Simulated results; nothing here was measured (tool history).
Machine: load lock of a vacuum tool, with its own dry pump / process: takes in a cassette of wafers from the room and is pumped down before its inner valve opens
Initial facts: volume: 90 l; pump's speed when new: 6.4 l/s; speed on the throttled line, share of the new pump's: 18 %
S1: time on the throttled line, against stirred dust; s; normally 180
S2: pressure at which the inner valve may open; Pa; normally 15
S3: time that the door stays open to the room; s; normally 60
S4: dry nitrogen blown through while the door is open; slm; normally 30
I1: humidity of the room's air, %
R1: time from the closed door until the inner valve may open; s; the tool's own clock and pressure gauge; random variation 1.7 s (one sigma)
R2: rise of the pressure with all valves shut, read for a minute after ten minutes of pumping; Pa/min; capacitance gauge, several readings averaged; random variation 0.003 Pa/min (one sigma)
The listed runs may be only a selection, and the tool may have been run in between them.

run 1 hour=0.0 | S1=180 S2=15 S3=60 S4=30 | I1=46.6 | R1=285.7 R2=0.058
run 2 hour=217.6 | S1=180 S2=15 S3=60 S4=30 | I1=48.6 | R1=283.9 R2=0.058
run 3 hour=327.6 | S1=180 S2=15 S3=60 S4=30 | I1=45.5 | R1=282.0 R2=0.056
run 4 hour=539.8 | S1=180 S2=15 S3=60 S4=30 | I1=43.8 | R1=285.1 R2=0.056
run 5 hour=726.2 | S1=180 S2=15 S3=60 S4=30 | I1=44.7 | R1=286.9 R2=0.056
run 6 hour=928.0 | S1=180 S2=15 S3=60 S4=8 | I1=46.7 | R1=281.6 R2=0.069
run 7 hour=1143.8 | S1=180 S2=15 S3=60 S4=30 | I1=46.1 | R1=284.3 R2=0.066
run 8 hour=1311.2 | S1=180 S2=15 S3=60 S4=30 | I1=45.5 | R1=282.6 R2=0.071
run 9 hour=1491.0 | S1=180 S2=15 S3=60 S4=30 | I1=42.7 | R1=284.0 R2=0.063
run 10 hour=1646.9 | S1=180 S2=15 S3=60 S4=30 | I1=44.6 | R1=286.2 R2=0.067
run 11 hour=1787.8 | S1=180 S2=15 S3=60 S4=30 | I1=46.7 | R1=286.1 R2=0.071
run 12 hour=1989.7 | S1=180 S2=15 S3=51 S4=30 | I1=46.5 | R1=282.3 R2=0.068
run 13 hour=2153.3 | S1=180 S2=15 S3=51 S4=30 | I1=43.9 | R1=287.1 R2=0.073
run 14 hour=2350.5 | S1=180 S2=15 S3=51 S4=30 | I1=48.3 | R1=287.1 R2=0.075
run 15 hour=2442.1 | S1=249 S2=13 S3=34 S4=33 | I1=47.1 | R1=346.4 R2=0.072
run 16 hour=2612.4 | S1=249 S2=14 S3=30 S4=20 | I1=46.4 | R1=342.1 R2=0.078
run 17 hour=2731.6 | S1=249 S2=14 S3=138 S4=20 | I1=45.1 | R1=341.4 R2=0.094
run 18 hour=2875.6 | S1=249 S2=14 S3=138 S4=20 | I1=45.5 | R1=341.1 R2=0.092
run 19 hour=2988.8 | S1=97 S2=26 S3=32 S4=13 | I1=44.3 | R1=211.7 R2=0.083
run 20 hour=3120.2 | S1=97 S2=26 S3=32 S4=13 | I1=46.2 | R1=209.9 R2=0.087
run 21 hour=3279.1 | S1=152 S2=10 S3=46 S4=30 | I1=46.2 | R1=271.4 R2=0.079
run 22 hour=3478.2 | S1=152 S2=20 S3=38 S4=30 | I1=42.7 | R1=258.3 R2=0.081
run 23 hour=3583.8 | S1=152 S2=20 S3=38 S4=30 | I1=44.0 | R1=260.9 R2=0.086
run 24 hour=3673.7 | S1=264 S2=15 S3=122 S4=30 | I1=43.3 | R1=349.2 R2=0.096
run 25 hour=3817.0 | S1=264 S2=15 S3=50 S4=30 | I1=43.4 | R1=355.8 R2=0.090
run 26 hour=3911.3 | S1=316 S2=15 S3=188 S4=16 | I1=44.5 | R1=394.4 R2=0.106
run 27 hour=4030.7 | S1=180 S2=15 S3=204 S4=10 | I1=44.5 | R1=291.5 R2=0.119
run 28 hour=4150.4 | S1=180 S2=14 S3=126 S4=25 | I1=46.1 | R1=291.2 R2=0.099

Table of differences, measured result less the result of that run with no hidden state. Run-to-run variation is the same in both. Gauge scatter possibly is not:
The tool's hidden condition here consists of: pump's speed, % of a new pump's; leak at the door's seal, Pa l/s; drift of the gauge itself on ready_s, %; drift of the gauge itself on rise_pa_min, %.
run=1 R1=+11.9 R2=+0.039
run=2 R1=+12.1 R2=+0.039
run=3 R1=+12.1 R2=+0.040
run=4 R1=+12.6 R2=+0.042
run=5 R1=+12.8 R2=+0.043
run=6 R1=+12.6 R2=+0.046
run=7 R1=+13.2 R2=+0.049
run=8 R1=+13.4 R2=+0.050
run=9 R1=+13.5 R2=+0.050
run=10 R1=+13.9 R2=+0.053
run=11 R1=+14.0 R2=+0.054
run=12 R1=+14.1 R2=+0.055
run=13 R1=+14.5 R2=+0.057
run=14 R1=+14.7 R2=+0.060
run=15 R1=+13.0 R2=+0.061
run=16 R1=+12.9 R2=+0.062
run=17 R1=+13.1 R2=+0.065
run=18 R1=+13.2 R2=+0.068
run=19 R1=+16.3 R2=+0.067
run=20 R1=+16.4 R2=+0.068
run=21 R1=+17.7 R2=+0.068
run=22 R1=+16.2 R2=+0.073
run=23 R1=+16.5 R2=+0.074
run=24 R1=+13.4 R2=+0.075
run=25 R1=+13.7 R2=+0.076
run=26 R1=+12.4 R2=+0.077
run=27 R1=+16.8 R2=+0.078
run=28 R1=+17.4 R2=+0.078
